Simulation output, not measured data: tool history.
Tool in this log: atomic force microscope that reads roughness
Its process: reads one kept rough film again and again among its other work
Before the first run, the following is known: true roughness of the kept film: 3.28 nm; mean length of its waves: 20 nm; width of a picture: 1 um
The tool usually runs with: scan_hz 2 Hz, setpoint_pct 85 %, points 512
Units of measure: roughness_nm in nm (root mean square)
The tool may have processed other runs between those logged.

Run 1, hour 0: usual settings. Result: roughness_nm 1.749 nm (root mean square).
Run 2, hour 47.5: usual settings. Result: roughness_nm 1.202 nm (root mean square).
At hour 55.8: new tip fitted.
Run 3, hour 106: usual settings but scan_hz 0.69 Hz. Result: roughness_nm 1.47 nm (root mean square).
At hour 130.3: new tip fitted.
Run 4, hour 177: usual settings but scan_hz 0.69 Hz. Result: roughness_nm 1.461 nm (root mean square).
At hour 203.9: new tip fitted.
Run 5, hour 220.4: usual settings but scan_hz 0.69 Hz. Result: roughness_nm 1.984 nm (root mean square).
At hour 275.7: new tip fitted.
Run 6, hour 282.9: usual settings. Result: roughness_nm 1.954 nm (root mean square).
Run 7, hour 344.6: usual settings. Result: roughness_nm 1.169 nm (root mean square).
At hour 349.1: new tip fitted.
Run 8, hour 406.7: usual settings. Result: roughness_nm 1.285 nm (root mean square).
At hour 420.8: new tip fitted.
Run 9, hour 469.3: usual settings but setpoint_pct 70 %. Result: roughness_nm 1.517 nm (root mean square).
At hour 497: new tip fitted.
Run 10, hour 535.4: usual settings but scan_hz 2.64 Hz, points 765. Result: roughness_nm 1.46 nm (root mean square).
At hour 569.6: new tip fitted.
Run 11, hour 569.6: usual settings but scan_hz 2.64 Hz, points 765. Result: roughness_nm 2.105 nm (root mean square).
Run 12, hour 599.2: usual settings but scan_hz 1.82 Hz, setpoint_pct 80 %, points 301. Result: roughness_nm 1.616 nm (root mean square).
At hour 641.3: new tip fitted.
Run 13, hour 641.3: usual settings but scan_hz 0.88 Hz, setpoint_pct 80 %, points 329. Result: roughness_nm 2.343 nm (root mean square).
Run 14, hour 677.6: usual settings but scan_hz 0.88 Hz, points 805. Result: roughness_nm 1.586 nm (root mean square).
Run 15, hour 708.1: usual settings but scan_hz 1.23 Hz, setpoint_pct 58 %. Result: roughness_nm 1.316 nm (root mean square).

Below are 4 alternative next runs, each starting from the tool's condition after run 15. Predict each:
At hour 715.3: new tip fitted.
Run A, hour 743: usual settings but scan_hz 2.44 Hz, setpoint_pct 58 %, points 286. Result: roughness_nm ?.
At hour 715.3: new tip fitted.
Run B, hour 743: usual settings but scan_hz 0.51 Hz, setpoint_pct 58 %, points 479. Result: roughness_nm ?.
At hour 715.3: new tip fitted.
Run C, hour 743: usual settings but scan_hz 0.71 Hz, setpoint_pct 89 %. Result: roughness_nm ?.
At hour 715.3: new tip fitted.
Run D, hour 743: usual settings but scan_hz 3.47 Hz, setpoint_pct 76 %, points 327. Result: roughness_nm ?.

run  roughness_nm
  A         1.758
  B         1.861
  C         1.776
  D         1.616
Take away the tool's hidden state, keep each run's random variation, and the runs would have read:
run  roughness_nm
  A         2.319
  B         2.452
  C         2.343
  D         2.132
